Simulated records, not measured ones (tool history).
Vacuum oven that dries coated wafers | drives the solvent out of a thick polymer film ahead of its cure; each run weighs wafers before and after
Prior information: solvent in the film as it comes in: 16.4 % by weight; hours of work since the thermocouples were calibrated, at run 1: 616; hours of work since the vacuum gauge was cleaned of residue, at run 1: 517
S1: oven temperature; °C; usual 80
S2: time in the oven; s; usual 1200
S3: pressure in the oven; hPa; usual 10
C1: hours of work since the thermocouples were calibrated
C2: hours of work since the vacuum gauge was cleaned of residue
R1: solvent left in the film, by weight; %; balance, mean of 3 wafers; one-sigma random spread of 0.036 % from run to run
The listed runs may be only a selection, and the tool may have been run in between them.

run	day	S1	S2	S3	C1	C2	R1
1	0	80	1200	10	616	517	1.56
2	2.971	80	1200	10	659	561	1.5
3	5.017	80	1200	8.2	689	591	1.5
4	8.625	80	1200	8.2	742	644	1.42
5	11.138	76	1200	10	779	680	2.74
6	13.4	80	1080	10	812	714	1.85
7	17.538	80	1200	31.9	873	774	2.3
8	21.846	80	1200	31.9	936	837	2.31
# day 26.046: oven's thermocouples calibrated
9	26.425	80	1200	31.9	6	903	2.65
10	29.196	80	1200	10	46	944	1.81
11	32.8	80	960	10	99	997	2.55
12	35.083	80	2160	10	133	1030	0.7
13	39.571	80	2160	10	198	1096	0.7
14	41.975	80	2160	10	234	1132	0.81
15	46.967	72	900	10	307	1205	5.73
16	51.675	80	960	5.2	376	1274	2.27
# day 52.146: vacuum gauge cleaned of residue and calibrated
17	56.288	80	1200	5.3	443	61	1.57
18	58.412	80	1200	5.3	474	92	1.56
# day 59.683: vacuum gauge cleaned of residue and calibrated, once more
19	60.808	65	1200	6.4	508	17	6.7
20	62.879	65	1200	6.4	539	47	6.73
21	67.671	78	900	10	609	117	3.08
22	71.433	70	900	6.5	664	172	5.89
23	75.3	92	1020	17.1	721	229	0.48
24	78.458	91	1500	28.1	767	275	0.81
25	80.908	91	1500	28.1	803	311	0.78
26	85.158	80	1200	11.6	865	374	1.47

Consider 4 possible next runs. They are alternatives, not a sequence: every one starts from the tool as it was left by run 26. What does each give?
A	88.838	80	1200	8.2	919	428	?
B	88.838	70	840	16.5	919	428	?
C	88.838	66	1200	11.6	919	428	?
D	88.838	80	1740	11.6	919	428	?

run	R1
A	1.32
B	6.52
C	6.41
D	0.73
With the hidden condition removed and each run's random variation left untouched, the same runs would have given:
run	R1
A	1.64
B	7.12
C	7.02
D	0.89
